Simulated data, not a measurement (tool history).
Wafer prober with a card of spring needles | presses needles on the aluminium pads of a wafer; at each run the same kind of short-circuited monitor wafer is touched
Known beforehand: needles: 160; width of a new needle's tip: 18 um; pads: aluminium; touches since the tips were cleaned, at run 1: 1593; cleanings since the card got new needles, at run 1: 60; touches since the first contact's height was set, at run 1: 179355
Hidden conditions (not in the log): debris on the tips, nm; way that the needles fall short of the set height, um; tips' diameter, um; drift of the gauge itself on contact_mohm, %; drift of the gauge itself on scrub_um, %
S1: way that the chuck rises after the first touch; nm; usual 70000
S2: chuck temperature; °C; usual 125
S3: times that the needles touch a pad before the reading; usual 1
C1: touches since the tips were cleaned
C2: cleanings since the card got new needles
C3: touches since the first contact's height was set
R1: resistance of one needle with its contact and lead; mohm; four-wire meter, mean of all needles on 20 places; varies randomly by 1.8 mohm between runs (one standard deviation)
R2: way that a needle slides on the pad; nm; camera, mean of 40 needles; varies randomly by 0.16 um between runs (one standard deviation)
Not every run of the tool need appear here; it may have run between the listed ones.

{"run": 1, "hour": 0.0, "S1": 70000, "S2": 125, "S3": 1, "C1": 1593, "C2": 60, "C3": 179355, "R1": 243, "R2": 16250}
{"hour": 3.7, "done": "tips cleaned on abrasive film"}
{"hour": 12.9, "done": "tips cleaned on abrasive film"}
{"hour": 22.0, "done": "tips cleaned on abrasive film"}
{"hour": 29.4, "done": "tips cleaned on abrasive film"}
{"hour": 38.5, "done": "tips cleaned on abrasive film"}
{"hour": 45.9, "done": "tips cleaned on abrasive film"}
{"hour": 53.2, "done": "tips cleaned on abrasive film"}
{"hour": 62.4, "done": "tips cleaned on abrasive film"}
{"run": 2, "hour": 66.0, "S1": 70000, "S2": 125, "S3": 1, "C1": 1281, "C2": 68, "C3": 202409, "R1": 237, "R2": 15340}
{"hour": 69.8, "done": "tips cleaned on abrasive film"}
{"hour": 78.9, "done": "tips cleaned on abrasive film"}
{"hour": 86.3, "done": "tips cleaned on abrasive film"}
{"hour": 95.4, "done": "tips cleaned on abrasive film"}
{"hour": 104.6, "done": "tips cleaned on abrasive film"}
{"hour": 111.9, "done": "tips cleaned on abrasive film"}
{"hour": 120.3, "done": "tips cleaned on abrasive film"}
{"run": 3, "hour": 120.3, "S1": 70000, "S2": 125, "S3": 1, "C1": 0, "C2": 75, "C3": 221350, "R1": 204, "R2": 15030}
{"hour": 129.5, "done": "tips cleaned on abrasive film"}
{"hour": 138.6, "done": "tips cleaned on abrasive film"}
{"hour": 146.0, "done": "tips cleaned on abrasive film"}
{"hour": 155.1, "done": "tips cleaned on abrasive film"}
{"hour": 162.5, "done": "tips cleaned on abrasive film"}
{"hour": 171.7, "done": "tips cleaned on abrasive film"}
{"hour": 177.4, "done": "height of the first contact set anew"}
{"hour": 180.6, "done": "tips cleaned on abrasive film"}
{"run": 4, "hour": 180.6, "S1": 70000, "S2": 125, "S3": 1, "C1": 0, "C2": 82, "C3": 1091, "R1": 194, "R2": 17590}
{"hour": 187.9, "done": "tips cleaned on abrasive film"}
{"hour": 197.1, "done": "tips cleaned on abrasive film"}
{"hour": 204.4, "done": "tips cleaned on abrasive film"}
{"hour": 213.6, "done": "tips cleaned on abrasive film"}
{"hour": 220.9, "done": "tips cleaned on abrasive film"}
{"hour": 230.1, "done": "tips cleaned on abrasive film"}
{"hour": 239.3, "done": "tips cleaned on abrasive film"}
{"hour": 246.6, "done": "tips cleaned on abrasive film"}
{"run": 5, "hour": 248.8, "S1": 70000, "S2": 120, "S3": 1, "C1": 777, "C2": 90, "C3": 24922, "R1": 210, "R2": 17490}
{"hour": 254.4, "done": "tips cleaned on abrasive film"}
{"hour": 263.5, "done": "tips cleaned on abrasive film"}
{"hour": 272.7, "done": "tips cleaned on abrasive film"}
{"hour": 280.0, "done": "tips cleaned on abrasive film"}
{"hour": 289.2, "done": "tips cleaned on abrasive film"}
{"hour": 298.3, "done": "tips cleaned on abrasive film"}
{"hour": 305.7, "done": "tips cleaned on abrasive film"}
{"hour": 314.8, "done": "tips cleaned on abrasive film"}
{"run": 6, "hour": 319.3, "S1": 70000, "S2": 120, "S3": 1, "C1": 1576, "C2": 98, "C3": 49554, "R1": 234, "R2": 17190}
{"hour": 323.0, "done": "tips cleaned on abrasive film"}
{"hour": 330.4, "done": "tips cleaned on abrasive film"}
{"hour": 339.5, "done": "tips cleaned on abrasive film"}
{"hour": 348.7, "done": "tips cleaned on abrasive film"}
{"hour": 356.5, "done": "tips cleaned on abrasive film, once more"}
{"run": 7, "hour": 356.5, "S1": 70000, "S2": 120, "S3": 1, "C1": 0, "C2": 103, "C3": 62534, "R1": 198, "R2": 16990}
{"hour": 365.7, "done": "tips cleaned on abrasive film"}
{"hour": 374.8, "done": "tips cleaned on abrasive film"}
{"hour": 384.0, "done": "tips cleaned on abrasive film"}
{"hour": 391.4, "done": "tips cleaned on abrasive film"}
{"run": 8, "hour": 396.2, "S1": 70000, "S2": 120, "S3": 1, "C1": 1718, "C2": 107, "C3": 76418, "R1": 244, "R2": 17090}
{"hour": 399.9, "done": "tips cleaned on abrasive film"}
{"hour": 407.3, "done": "tips cleaned on abrasive film"}
{"hour": 416.4, "done": "tips cleaned on abrasive film"}
{"hour": 425.6, "done": "tips cleaned on abrasive film"}
{"hour": 434.8, "done": "tips cleaned on abrasive film"}
{"hour": 443.9, "done": "tips cleaned on abrasive film"}
{"hour": 453.1, "done": "tips cleaned on abrasive film"}
{"hour": 462.2, "done": "tips cleaned on abrasive film"}
{"run": 9, "hour": 463.1, "S1": 70000, "S2": 125, "S3": 2, "C1": 308, "C2": 115, "C3": 99779, "R1": 202, "R2": 16680}
{"hour": 470.5, "done": "tips cleaned on abrasive film"}
{"hour": 477.8, "done": "tips cleaned on abrasive film"}
{"hour": 487.0, "done": "tips cleaned on abrasive film"}
{"hour": 496.1, "done": "tips cleaned on abrasive film"}
{"hour": 505.3, "done": "tips cleaned on abrasive film"}
{"run": 10, "hour": 508.9, "S1": 70000, "S2": 41, "S3": 1, "C1": 1296, "C2": 120, "C3": 115802, "R1": 228, "R2": 16970}
{"hour": 512.7, "done": "tips cleaned on abrasive film"}
{"hour": 520.0, "done": "tips cleaned on abrasive film"}
{"hour": 529.2, "done": "tips cleaned on abrasive film"}
{"hour": 538.3, "done": "tips cleaned on abrasive film"}
{"hour": 547.5, "done": "tips cleaned on abrasive film"}
{"hour": 556.7, "done": "tips cleaned on abrasive film"}
{"run": 11, "hour": 560.1, "S1": 70000, "S2": 41, "S3": 1, "C1": 1223, "C2": 126, "C3": 133675, "R1": 234, "R2": 16370}
{"hour": 565.7, "done": "tips cleaned on abrasive film"}
{"hour": 574.8, "done": "tips cleaned on abrasive film"}
{"hour": 584.0, "done": "tips cleaned on abrasive film"}
{"hour": 593.1, "done": "tips cleaned on abrasive film"}
{"hour": 600.5, "done": "tips cleaned on abrasive film"}
{"hour": 609.6, "done": "tips cleaned on abrasive film"}
{"hour": 618.8, "done": "tips cleaned on abrasive film"}
{"hour": 628.0, "done": "tips cleaned on abrasive film"}
{"run": 12, "hour": 632.8, "S1": 74000, "S2": 120, "S3": 1, "C1": 1706, "C2": 134, "C3": 159075, "R1": 249, "R2": 17570}
{"hour": 636.5, "done": "tips cleaned on abrasive film"}
{"hour": 645.7, "done": "tips cleaned on abrasive film"}
{"hour": 654.8, "done": "tips cleaned on abrasive film"}
{"hour": 664.0, "done": "tips cleaned on abrasive film"}
{"hour": 673.0, "done": "tips cleaned on abrasive film"}
{"run": 13, "hour": 673.0, "S1": 55000, "S2": 101, "S3": 2, "C1": 0, "C2": 139, "C3": 173115, "R1": 205, "R2": 12430}
{"hour": 680.4, "done": "tips cleaned on abrasive film"}
{"hour": 689.5, "done": "tips cleaned on abrasive film"}
{"hour": 698.7, "done": "tips cleaned on abrasive film"}
{"hour": 707.8, "done": "tips cleaned on abrasive film"}
{"run": 14, "hour": 708.1, "S1": 90000, "S2": 101, "S3": 2, "C1": 91, "C2": 143, "C3": 185373, "R1": 188, "R2": 20920}
{"hour": 715.4, "done": "tips cleaned on abrasive film"}
{"hour": 722.8, "done": "tips cleaned on abrasive film"}
{"hour": 731.9, "done": "tips cleaned on abrasive film"}
{"hour": 739.3, "done": "tips cleaned on abrasive film"}
{"hour": 748.5, "done": "tips cleaned on abrasive film"}
{"hour": 755.8, "done": "tips cleaned on abrasive film"}
{"hour": 765.0, "done": "tips cleaned on abrasive film"}
{"hour": 774.1, "done": "tips cleaned on abrasive film"}
{"run": 15, "hour": 779.6, "S1": 90000, "S2": 101, "S3": 2, "C1": 1937, "C2": 151, "C3": 210362, "R1": 215, "R2": 20920}
{"hour": 781.5, "done": "tips cleaned on abrasive film"}
{"hour": 788.9, "done": "tips cleaned on abrasive film"}
{"hour": 798.0, "done": "tips cleaned on abrasive film"}
{"hour": 805.4, "done": "tips cleaned on abrasive film"}
{"hour": 814.5, "done": "tips cleaned on abrasive film"}
{"hour": 821.9, "done": "tips cleaned on abrasive film"}
{"hour": 831.0, "done": "tips cleaned on abrasive film"}
{"hour": 838.4, "done": "tips cleaned on abrasive film"}
{"hour": 846.4, "done": "tips cleaned on abrasive film"}
{"run": 16, "hour": 846.4, "S1": 70000, "S2": 47, "S3": 1, "C1": 0, "C2": 160, "C3": 233645, "R1": 190, "R2": 15670}
{"hour": 853.7, "done": "tips cleaned on abrasive film"}
{"hour": 861.1, "done": "tips cleaned on abrasive film"}
{"hour": 866.8, "done": "height of the first contact set anew"}
{"hour": 870.5, "done": "tips cleaned on abrasive film"}
{"hour": 879.7, "done": "tips cleaned on abrasive film"}
{"hour": 887.0, "done": "tips cleaned on abrasive film"}
{"hour": 896.2, "done": "tips cleaned on abrasive film"}
{"hour": 905.4, "done": "tips cleaned on abrasive film"}
{"run": 17, "hour": 906.6, "S1": 88000, "S2": 64, "S3": 1, "C1": 430, "C2": 167, "C3": 13877, "R1": 201, "R2": 22020}
{"hour": 913.9, "done": "tips cleaned on abrasive film"}
{"hour": 923.1, "done": "tips cleaned on abrasive film"}
{"hour": 932.2, "done": "tips cleaned on abrasive film"}
{"hour": 941.4, "done": "tips cleaned on abrasive film"}
{"run": 18, "hour": 944.0, "S1": 69000, "S2": 64, "S3": 2, "C1": 915, "C2": 171, "C3": 26958, "R1": 208, "R2": 17140}
{"hour": 949.5, "done": "tips cleaned on abrasive film"}
{"hour": 958.7, "done": "tips cleaned on abrasive film"}
{"hour": 966.0, "done": "tips cleaned on abrasive film"}
{"hour": 975.2, "done": "tips cleaned on abrasive film"}
{"hour": 984.4, "done": "tips cleaned on abrasive film"}
{"hour": 993.5, "done": "tips cleaned on abrasive film"}
{"run": 19, "hour": 996.9, "S1": 69000, "S2": 64, "S3": 2, "C1": 1189, "C2": 177, "C3": 45436, "R1": 213, "R2": 17020}
{"hour": 1002.4, "done": "tips cleaned on abrasive film"}
{"hour": 1009.8, "done": "tips cleaned on abrasive film"}
{"hour": 1018.9, "done": "tips cleaned on abrasive film"}
{"hour": 1026.3, "done": "tips cleaned on abrasive film"}
{"hour": 1035.4, "done": "tips cleaned on abrasive film"}
{"hour": 1042.8, "done": "tips cleaned on abrasive film"}
{"hour": 1050.2, "done": "tips cleaned on abrasive film"}
{"run": 20, "hour": 1050.2, "S1": 69000, "S2": 85, "S3": 2, "C1": 0, "C2": 184, "C3": 64028, "R1": 190, "R2": 16950}
{"hour": 1059.3, "done": "tips cleaned on abrasive film"}
{"hour": 1068.4, "done": "tips cleaned on abrasive film"}
{"hour": 1075.8, "done": "tips cleaned on abrasive film"}
{"hour": 1083.1, "done": "tips cleaned on abrasive film"}
{"hour": 1092.3, "done": "tips cleaned on abrasive film"}
{"hour": 1101.5, "done": "tips cleaned on abrasive film"}
{"hour": 1110.6, "done": "tips cleaned on abrasive film"}
{"hour": 1119.1, "done": "tips cleaned on abrasive film"}
{"run": 21, "hour": 1119.1, "S1": 64000, "S2": 44, "S3": 3, "C1": 0, "C2": 192, "C3": 88105, "R1": 183, "R2": 15530}

Alternative continuations, all from the tool just after run 21; predict every row:
{"hour": 1128.3, "done": "tips cleaned on abrasive film"}
{"hour": 1137.4, "done": "tips cleaned on abrasive film"}
{"hour": 1144.8, "done": "tips cleaned on abrasive film"}
{"hour": 1153.9, "done": "tips cleaned on abrasive film"}
{"hour": 1161.3, "done": "tips cleaned on abrasive film"}
{"hour": 1168.6, "done": "tips cleaned on abrasive film"}
{"hour": 1177.8, "done": "tips cleaned on abrasive film"}
{"hour": 1185.1, "done": "tips cleaned on abrasive film"}
{"run": "A", "hour": 1191.8, "S1": 70000, "S2": 53, "S3": 2, "C1": 2346, "C2": 200, "C3": 113504, "R1": "?", "R2": "?"}
{"hour": 1128.3, "done": "tips cleaned on abrasive film"}
{"hour": 1137.4, "done": "tips cleaned on abrasive film"}
{"hour": 1144.8, "done": "tips cleaned on abrasive film"}
{"hour": 1153.9, "done": "tips cleaned on abrasive film"}
{"hour": 1161.3, "done": "tips cleaned on abrasive film"}
{"hour": 1168.6, "done": "tips cleaned on abrasive film"}
{"hour": 1177.8, "done": "tips cleaned on abrasive film"}
{"hour": 1185.1, "done": "tips cleaned on abrasive film"}
{"run": "B", "hour": 1191.8, "S1": 64000, "S2": 27, "S3": 3, "C1": 2346, "C2": 200, "C3": 113504, "R1": "?", "R2": "?"}
{"hour": 1128.3, "done": "tips cleaned on abrasive film"}
{"hour": 1137.4, "done": "tips cleaned on abrasive film"}
{"hour": 1144.8, "done": "tips cleaned on abrasive film"}
{"hour": 1153.9, "done": "tips cleaned on abrasive film"}
{"hour": 1161.3, "done": "tips cleaned on abrasive film"}
{"hour": 1168.6, "done": "tips cleaned on abrasive film"}
{"hour": 1177.8, "done": "tips cleaned on abrasive film"}
{"hour": 1185.1, "done": "tips cleaned on abrasive film"}
{"run": "C", "hour": 1191.8, "S1": 75000, "S2": 125, "S3": 1, "C1": 2346, "C2": 200, "C3": 113504, "R1": "?", "R2": "?"}

run=A R1=238 R2=16740
run=B R1=223 R2=15250
run=C R1=272 R2=17940
Without the tool's hidden state the same runs would have given:
run=A R1=174 R2=17740
run=B R1=172 R2=16250
run=C R1=189 R2=18920
